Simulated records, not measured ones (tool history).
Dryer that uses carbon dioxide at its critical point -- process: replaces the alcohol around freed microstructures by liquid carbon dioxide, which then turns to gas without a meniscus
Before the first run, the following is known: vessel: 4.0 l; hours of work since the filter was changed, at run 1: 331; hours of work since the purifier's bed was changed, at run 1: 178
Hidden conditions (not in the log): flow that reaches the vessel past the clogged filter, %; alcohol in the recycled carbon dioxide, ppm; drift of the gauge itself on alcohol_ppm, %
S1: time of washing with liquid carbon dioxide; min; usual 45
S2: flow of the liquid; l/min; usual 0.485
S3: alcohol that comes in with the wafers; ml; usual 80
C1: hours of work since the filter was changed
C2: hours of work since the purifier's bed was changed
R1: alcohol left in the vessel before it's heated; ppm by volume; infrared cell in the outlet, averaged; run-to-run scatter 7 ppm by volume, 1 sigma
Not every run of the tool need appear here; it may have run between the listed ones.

Run 1, hour 0.0: usual settings; C1 331; C2 178. Result: R1 447 ppm by volume.
Run 2, hour 8.6: usual settings; C1 335; C2 183. Result: R1 464 ppm by volume.
Run 3, hour 15.8: usual settings but S3 22 ml; C1 339; C2 186. Result: R1 164 ppm by volume.
Run 4, hour 21.9: usual settings but S3 22 ml; C1 342; C2 189. Result: R1 167 ppm by volume.
Run 5, hour 30.7: usual settings but S3 22 ml; C1 346; C2 193. Result: R1 165 ppm by volume.
Run 6, hour 39.2: usual settings but S3 72 ml; C1 350; C2 197. Result: R1 437 ppm by volume.
Run 7, hour 46.1: usual settings but S2 0.292 l/min; C1 353; C2 200. Result: R1 1950 ppm by volume.
Run 8, hour 57.2: usual settings but S2 0.292 l/min; C1 358; C2 206. Result: R1 1956 ppm by volume.
Run 9, hour 62.6: usual settings but S2 0.292 l/min; C1 361; C2 208. Result: R1 1995 ppm by volume.
Run 10, hour 72.3: usual settings but S2 0.292 l/min; C1 366; C2 213. Result: R1 1983 ppm by volume.
Run 11, hour 82.5: usual settings; C1 371; C2 218. Result: R1 480 ppm by volume.
Run 12, hour 89.5: usual settings but S1 28 min; C1 374; C2 221. Result: R1 1892 ppm by volume.
Run 13, hour 95.0: usual settings but S3 29 ml; C1 377; C2 224. Result: R1 213 ppm by volume.
Run 14, hour 107.3: usual settings but S3 29 ml; C1 382; C2 230. Result: R1 211 ppm by volume.
Run 15, hour 117.2: usual settings; C1 387; C2 235. Result: R1 495 ppm by volume.
Run 16, hour 124.3: usual settings but S3 53 ml; C1 391; C2 238. Result: R1 343 ppm by volume.
Run 17, hour 132.1: usual settings but S3 53 ml; C1 394; C2 242. Result: R1 350 ppm by volume.
Run 18, hour 142.6: usual settings but S3 53 ml; C1 399; C2 247. Result: R1 331 ppm by volume.
Run 19, hour 150.4: usual settings but S2 0.399 l/min; C1 403; C2 250. Result: R1 913 ppm by volume.
Run 20, hour 158.8: usual settings; C1 407; C2 254. Result: R1 491 ppm by volume.
Run 21, hour 169.9: usual settings but S2 0.324 l/min; C1 412; C2 260. Result: R1 1594 ppm by volume.
Run 22, hour 177.4: usual settings but S2 0.324 l/min; C1 416; C2 263. Result: R1 1568 ppm by volume.
Run 23, hour 189.3: usual settings but S2 0.324 l/min; C1 422; C2 269. Result: R1 1615 ppm by volume.
Run 24, hour 197.5: usual settings but S1 69 min, S2 0.698 l/min, S3 110 ml; C1 426; C2 273. Result: R1 75 ppm by volume.
Run 25, hour 204.7: usual settings but S1 70 min, S3 25 ml; C1 429; C2 276. Result: R1 84 ppm by volume.
Run 26, hour 213.4: usual settings but S1 70 min, S3 25 ml; C1 433; C2 281. Result: R1 98 ppm by volume.
Run 27, hour 223.1: usual settings but S1 70 min, S2 0.471 l/min, S3 20 ml; C1 438; C2 285. Result: R1 95 ppm by volume.
Run 28, hour 231.2: usual settings but S1 28 min, S2 0.721 l/min; C1 442; C2 289. Result: R1 674 ppm by volume.
Run 29, hour 243.2: usual settings but S1 61 min, S3 27 ml; C1 447; C2 295. Result: R1 123 ppm by volume.
Run 30, hour 255.5: usual settings but S1 61 min, S3 27 ml; C1 453; C2 301. Result: R1 113 ppm by volume.
Run 31, hour 262.3: usual settings but S1 38 min, S2 0.459 l/min, S3 51 ml; C1 457; C2 304. Result: R1 697 ppm by volume.
Run 32, hour 267.7: usual settings but S1 28 min, S2 0.432 l/min, S3 29 ml; C1 459; C2 307. Result: R1 937 ppm by volume.
Run 33, hour 272.8: usual settings but S1 64 min, S2 0.515 l/min, S3 22 ml; C1 462; C2 309. Result: R1 87 ppm by volume.
Run 34, hour 279.4: usual settings but S1 71 min, S2 0.763 l/min, S3 30 ml; C1 465; C2 312. Result: R1 87 ppm by volume.
Run 35, hour 286.2: usual settings but S1 41 min, S2 0.463 l/min, S3 46 ml; C1 468; C2 315. Result: R1 489 ppm by volume.
Run 36, hour 296.4: usual settings but S2 0.407 l/min; C1 473; C2 320. Result: R1 876 ppm by volume.
Run 37, hour 302.6: usual settings but S2 0.407 l/min, S3 32 ml; C1 476; C2 323. Result: R1 412 ppm by volume.
Run 38, hour 308.0: usual settings but S2 0.809 l/min, S3 32 ml; C1 478; C2 326. Result: R1 99 ppm by volume.
Run 39, hour 319.5: usual settings but S2 0.809 l/min, S3 32 ml; C1 484; C2 331. Result: R1 102 ppm by volume.
Run 40, hour 331.2: usual settings but S1 50 min, S2 0.394 l/min, S3 22 ml; C1 490; C2 337. Result: R1 265 ppm by volume.
Run 41, hour 336.3: usual settings but S1 50 min, S2 0.394 l/min, S3 22 ml; C1 492; C2 339. Result: R1 275 ppm by volume.
At hour 338.9: inlet filter changed.
Run 42, hour 349.7: usual settings but S1 66 min, S2 0.775 l/min, S3 83 ml; C1 5; C2 345. Result: R1 97 ppm by volume.
Run 43, hour 355.5: usual settings but S1 66 min, S2 0.775 l/min, S3 83 ml; C1 8; C2 348. Result: R1 97 ppm by volume.
Run 44, hour 365.0: usual settings but S2 0.319 l/min; C1 12; C2 353. Result: R1 1373 ppm by volume.
Run 45, hour 374.0: usual settings but S2 0.645 l/min, S3 53 ml; C1 17; C2 357. Result: R1 159 ppm by volume.

Results for each run, recomputed without the tool's hidden state and with each run's random variation untouched:
run    R1
  1   317
  2   331
  3    92
  4    95
  5    94
  6   302
  7  1627
  8  1629
  9  1657
 10  1644
 11   326
 12  1555
 13   123
 14   117
 15   332
 16   215
 17   220
 18   203
 19   671
 20   324
 21  1256
 22  1234
 23  1267
 24     7
 25     9
 26    21
 27    18
 28   454
 29    37
 30    25
 31   481
 32   721
 33     4
 34     8
 35   307
 36   604
 37   252
 38    12
 39    12
 40   136
 41   139
 42    11
 43    11
 44  1278
 45    70
